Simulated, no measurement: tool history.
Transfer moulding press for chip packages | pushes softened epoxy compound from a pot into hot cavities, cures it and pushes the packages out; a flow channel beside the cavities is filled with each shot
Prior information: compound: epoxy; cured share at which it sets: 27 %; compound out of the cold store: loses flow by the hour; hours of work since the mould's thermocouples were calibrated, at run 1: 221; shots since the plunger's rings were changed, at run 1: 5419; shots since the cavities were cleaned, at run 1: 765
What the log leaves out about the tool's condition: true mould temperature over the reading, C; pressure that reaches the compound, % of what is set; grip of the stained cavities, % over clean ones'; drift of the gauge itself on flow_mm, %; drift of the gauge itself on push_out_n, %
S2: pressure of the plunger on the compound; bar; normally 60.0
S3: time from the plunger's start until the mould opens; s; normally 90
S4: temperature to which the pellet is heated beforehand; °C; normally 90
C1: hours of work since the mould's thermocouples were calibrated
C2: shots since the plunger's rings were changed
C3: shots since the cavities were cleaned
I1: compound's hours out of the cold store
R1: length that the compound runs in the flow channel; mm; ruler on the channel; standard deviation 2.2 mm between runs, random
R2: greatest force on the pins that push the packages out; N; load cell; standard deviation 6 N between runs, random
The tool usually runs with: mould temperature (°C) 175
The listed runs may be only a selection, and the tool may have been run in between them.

{"run": 1, "hour": 0.0, "mould temperature (°C)": 175, "S2": 60.0, "S3": 90, "S4": 90, "C1": 221, "C2": 5419, "C3": 765, "I1": 22.2, "R1": 518, "R2": 229}
{"hour": 13.2, "done": "cavities cleaned with cleaning compound and waxed"}
{"run": 2, "hour": 20.7, "mould temperature (°C)": 175, "S2": 60.0, "S3": 90, "S4": 90, "C1": 236, "C2": 5715, "C3": 116, "I1": 12.9, "R1": 543, "R2": 232}
{"run": 3, "hour": 48.4, "mould temperature (°C)": 175, "S2": 60.0, "S3": 90, "S4": 90, "C1": 257, "C2": 6142, "C3": 543, "I1": 16.9, "R1": 529, "R2": 232}
{"hour": 58.0, "done": "plunger's sealing rings changed"}
{"hour": 77.6, "done": "cavities cleaned with cleaning compound and waxed"}
{"run": 4, "hour": 77.6, "mould temperature (°C)": 175, "S2": 60.0, "S3": 90, "S4": 90, "C1": 276, "C2": 279, "C3": 0, "I1": 35.2, "R1": 487, "R2": 219}
{"run": 5, "hour": 105.6, "mould temperature (°C)": 175, "S2": 60.0, "S3": 90, "S4": 90, "C1": 297, "C2": 710, "C3": 431, "I1": 32.7, "R1": 492, "R2": 222}
{"run": 6, "hour": 135.3, "mould temperature (°C)": 175, "S2": 60.0, "S3": 90, "S4": 90, "C1": 320, "C2": 1166, "C3": 887, "I1": 44.2, "R1": 465, "R2": 229}
{"hour": 139.7, "done": "cavities cleaned with cleaning compound and waxed"}
{"run": 7, "hour": 167.4, "mould temperature (°C)": 175, "S2": 60.0, "S3": 90, "S4": 90, "C1": 343, "C2": 1638, "C3": 426, "I1": 40.0, "R1": 478, "R2": 217}
{"run": 8, "hour": 187.3, "mould temperature (°C)": 178, "S2": 60.0, "S3": 90, "S4": 90, "C1": 358, "C2": 1945, "C3": 733, "I1": 32.7, "R1": 486, "R2": 187}
{"hour": 201.6, "done": "cavities cleaned with cleaning compound and waxed"}
{"run": 9, "hour": 209.6, "mould temperature (°C)": 178, "S2": 60.0, "S3": 90, "S4": 90, "C1": 374, "C2": 2264, "C3": 123, "I1": 46.4, "R1": 455, "R2": 192}
{"run": 10, "hour": 243.9, "mould temperature (°C)": 175, "S2": 60.0, "S3": 90, "S4": 90, "C1": 400, "C2": 2793, "C3": 652, "I1": 25.5, "R1": 510, "R2": 227}
{"hour": 264.0, "done": "cavities cleaned with cleaning compound and waxed"}
{"run": 11, "hour": 268.2, "mould temperature (°C)": 175, "S2": 60.0, "S3": 90, "S4": 90, "C1": 417, "C2": 3144, "C3": 65, "I1": 11.4, "R1": 544, "R2": 228}
{"run": 12, "hour": 295.3, "mould temperature (°C)": 175, "S2": 60.0, "S3": 109, "S4": 90, "C1": 438, "C2": 3561, "C3": 482, "I1": 33.8, "R1": 492, "R2": 185}
{"hour": 328.4, "done": "cavities cleaned with cleaning compound and waxed"}
{"run": 13, "hour": 330.4, "mould temperature (°C)": 175, "S2": 60.0, "S3": 112, "S4": 90, "C1": 463, "C2": 4078, "C3": 31, "I1": 14.5, "R1": 541, "R2": 183}
{"run": 14, "hour": 344.4, "mould temperature (°C)": 175, "S2": 56.8, "S3": 96, "S4": 90, "C1": 474, "C2": 4293, "C3": 246, "I1": 16.1, "R1": 520, "R2": 209}
{"run": 15, "hour": 371.5, "mould temperature (°C)": 175, "S2": 56.8, "S3": 96, "S4": 90, "C1": 494, "C2": 4711, "C3": 664, "I1": 21.5, "R1": 507, "R2": 215}
{"hour": 390.9, "done": "cavities cleaned with cleaning compound and waxed"}
{"run": 16, "hour": 397.0, "mould temperature (°C)": 170, "S2": 60.0, "S3": 102, "S4": 83, "C1": 513, "C2": 5081, "C3": 95, "I1": 24.0, "R1": 525, "R2": 230}
{"run": 17, "hour": 417.3, "mould temperature (°C)": 170, "S2": 60.0, "S3": 102, "S4": 83, "C1": 528, "C2": 5393, "C3": 407, "I1": 16.2, "R1": 547, "R2": 244}
{"run": 18, "hour": 450.4, "mould temperature (°C)": 170, "S2": 60.0, "S3": 102, "S4": 83, "C1": 553, "C2": 5903, "C3": 917, "I1": 20.3, "R1": 533, "R2": 243}
{"hour": 454.2, "done": "cavities cleaned with cleaning compound and waxed"}
{"hour": 476.0, "done": "plunger's sealing rings changed"}
{"run": 19, "hour": 487.1, "mould temperature (°C)": 170, "S2": 60.0, "S3": 102, "S4": 83, "C1": 578, "C2": 170, "C3": 468, "I1": 26.6, "R1": 518, "R2": 242}
{"run": 20, "hour": 504.1, "mould temperature (°C)": 170, "S2": 60.0, "S3": 102, "S4": 83, "C1": 591, "C2": 432, "C3": 730, "I1": 14.6, "R1": 550, "R2": 239}
{"hour": 520.0, "done": "cavities cleaned with cleaning compound and waxed"}
{"run": 21, "hour": 538.4, "mould temperature (°C)": 172, "S2": 45.3, "S3": 97, "S4": 99, "C1": 616, "C2": 938, "C3": 284, "I1": 45.5, "R1": 403, "R2": 221}
{"run": 22, "hour": 568.3, "mould temperature (°C)": 171, "S2": 67.7, "S3": 115, "S4": 88, "C1": 638, "C2": 1398, "C3": 744, "I1": 43.5, "R1": 505, "R2": 192}
{"hour": 583.9, "done": "cavities cleaned with cleaning compound and waxed"}
{"run": 23, "hour": 599.3, "mould temperature (°C)": 171, "S2": 67.7, "S3": 84, "S4": 88, "C1": 661, "C2": 1853, "C3": 238, "I1": 29.4, "R1": 538, "R2": 323}

Consider 4 possible next runs. They are alternatives, not a sequence: every one starts from the tool as it was left by run 23. What does each give?
{"hour": 604.2, "done": "mould's thermocouples calibrated"}
{"run": "A", "hour": 635.0, "mould temperature (°C)": 182, "S2": 72.8, "S3": 80, "S4": 90, "C1": 23, "C2": 2372, "C3": 757, "I1": 30.1, "R1": "?", "R2": "?"}
{"hour": 604.2, "done": "mould's thermocouples calibrated"}
{"run": "B", "hour": 635.0, "mould temperature (°C)": 171, "S2": 58.4, "S3": 72, "S4": 88, "C1": 23, "C2": 2372, "C3": 757, "I1": 20.3, "R1": "?", "R2": "?"}
{"hour": 604.2, "done": "mould's thermocouples calibrated"}
{"run": "C", "hour": 635.0, "mould temperature (°C)": 171, "S2": 66.1, "S3": 71, "S4": 85, "C1": 23, "C2": 2372, "C3": 757, "I1": 16.5, "R1": "?", "R2": "?"}
{"hour": 604.2, "done": "mould's thermocouples calibrated"}
{"run": "D", "hour": 635.0, "mould temperature (°C)": 175, "S2": 59.6, "S3": 74, "S4": 81, "C1": 23, "C2": 2372, "C3": 757, "I1": 25.5, "R1": "?", "R2": "?"}

run=A R1=537 R2=212
run=B R1=525 R2=507
run=C R1=571 R2=515
run=D R1=506 R2=361
What these runs would have given with no unlogged condition in the tool:
run=A R1=537 R2=210
run=B R1=525 R2=502
run=C R1=571 R2=510
run=D R1=506 R2=357
